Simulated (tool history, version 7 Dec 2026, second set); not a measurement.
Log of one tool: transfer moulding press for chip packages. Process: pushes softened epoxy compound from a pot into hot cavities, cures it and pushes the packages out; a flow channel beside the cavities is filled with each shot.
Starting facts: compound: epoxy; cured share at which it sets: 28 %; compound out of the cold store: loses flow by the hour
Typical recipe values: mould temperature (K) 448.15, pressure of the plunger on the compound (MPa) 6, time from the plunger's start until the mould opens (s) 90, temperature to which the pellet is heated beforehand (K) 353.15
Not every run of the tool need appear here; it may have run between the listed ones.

| run | hour | mould temperature (K) | pressure of the plunger on the compound (MPa) | time from the plunger's start until the mould opens (s) | temperature to which the pellet is heated beforehand (K) | incoming compound's hours out of the cold store | length that the compound runs in the flow channel (mm) | greatest force on the pins that push the packages out (N) |
|---|---|---|---|---|---|---|---|---|
| 1 | 0 | 448.15 | 6 | 90 | 353.15 | 25.3 | 532 | 287 |
| 2 | 9.9 | 448.15 | 6 | 90 | 353.15 | 25.7 | 528 | 283 |
| 3 | 17.6 | 448.15 | 6 | 78 | 353.15 | 24.8 | 537 | 367 |
| 4 | 23.7 | 448.15 | 6 | 78 | 353.15 | 26.9 | 531 | 377 |
| 5 | 29.8 | 448.15 | 6 | 78 | 353.15 | 20.7 | 543 | 388 |
|  | 31.8 | cavities cleaned with cleaning compound and waxed |
| 6 | 38.1 | 455.15 | 6 | 90 | 353.15 | 11.7 | 543 | 174 |
| 7 | 43.7 | 455.15 | 6 | 90 | 353.15 | 38.5 | 497 | 177 |
| 8 | 50.6 | 455.15 | 6 | 90 | 353.15 | 47.1 | 477 | 190 |
| 9 | 59.5 | 455.15 | 6 | 90 | 353.15 | 17.7 | 530 | 212 |
| 10 | 69.3 | 448.15 | 6 | 90 | 357.15 | 31.2 | 511 | 241 |
| 11 | 79.7 | 448.15 | 6 | 90 | 357.15 | 15.4 | 545 | 264 |
| 12 | 88.8 | 448.15 | 6 | 90 | 357.15 | 8.8 | 555 | 274 |
| 13 | 98.6 | 448.15 | 6 | 90 | 357.15 | 36 | 511 | 276 |
| 14 | 109.2 | 448.15 | 6 | 90 | 357.15 | 31.5 | 512 | 287 |
| 15 | 114 | 448.15 | 6.3 | 90 | 359.15 | 14 | 551 | 306 |
| 16 | 122.9 | 448.15 | 6.3 | 90 | 359.15 | 27.4 | 534 | 300 |
|  | 125.9 | cavities cleaned with cleaning compound and waxed |
| 17 | 132.4 | 448.15 | 6.3 | 90 | 359.15 | 40.6 | 513 | 187 |
| 18 | 140.6 | 455.15 | 6.7 | 90 | 353.15 | 34.9 | 527 | 178 |
| 19 | 149 | 448.15 | 4.95 | 90 | 354.15 | 26.2 | 474 | 221 |
| 20 | 154 | 443.15 | 7.17 | 90 | 353.15 | 37.7 | 554 | 284 |
| 21 | 159.6 | 445.15 | 6 | 125 | 353.15 | 33.4 | 516 | 199 |

4 options for the next run, each taken on its own from the tool as it stands now. Forecast them:
| A | 166.3 | 448.15 | 6 | 90 | 346.15 | 38.2 | ? | ? |
| B | 166.3 | 448.15 | 6.77 | 90 | 354.15 | 31.4 | ? | ? |
| C | 166.3 | 447.15 | 5.7 | 107 | 353.15 | 39.8 | ? | ? |
| D | 166.3 | 445.15 | 5.63 | 83 | 352.15 | 25.4 | ? | ? |

| run | length that the compound runs in the flow channel (mm) | greatest force on the pins that push the packages out (N) |
|---|---|---|
| A | 503 | 250 |
| B | 547 | 244 |
| C | 497 | 227 |
| D | 518 | 322 |
Without the tool's hidden state the same runs would have given:
| run | length that the compound runs in the flow channel (mm) | greatest force on the pins that push the packages out (N) |
|---|---|---|
| A | 542 | 181 |
| B | 589 | 177 |
| C | 535 | 163 |
| D | 558 | 236 |
